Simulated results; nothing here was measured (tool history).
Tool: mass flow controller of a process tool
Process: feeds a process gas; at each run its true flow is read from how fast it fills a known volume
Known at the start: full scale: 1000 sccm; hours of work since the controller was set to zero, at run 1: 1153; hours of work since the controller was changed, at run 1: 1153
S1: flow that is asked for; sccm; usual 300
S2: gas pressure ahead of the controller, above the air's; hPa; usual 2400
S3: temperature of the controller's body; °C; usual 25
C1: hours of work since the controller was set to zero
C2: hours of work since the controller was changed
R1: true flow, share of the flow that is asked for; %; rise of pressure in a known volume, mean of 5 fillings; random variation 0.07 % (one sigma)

run	hour	S1	S2	S3	C1	C2	R1
1	0.0	300	2400	25	1153	1153	100.12
2	92.5	300	2400	25	1225	1225	100.14
3	201.2	300	2400	25	1310	1310	100.29
4	265.3	300	2400	25	1360	1360	100.18
5	342.9	300	2400	25	1420	1420	100.33
6	410.6	300	2400	27	1473	1473	100.35
7	493.0	300	2400	27	1537	1537	100.34
8	589.0	300	2400	27	1612	1612	100.25
# hour 594.7: controller's zero set anew
9	699.5	300	2400	27	82	1697	100.67

The next listed run, before its measurement:
10	786.5	173	2120	34	149	1765	?

Run 10 gave R1 100.87 %.
Without the tool's hidden state the same run would have given R1 98.70 %.
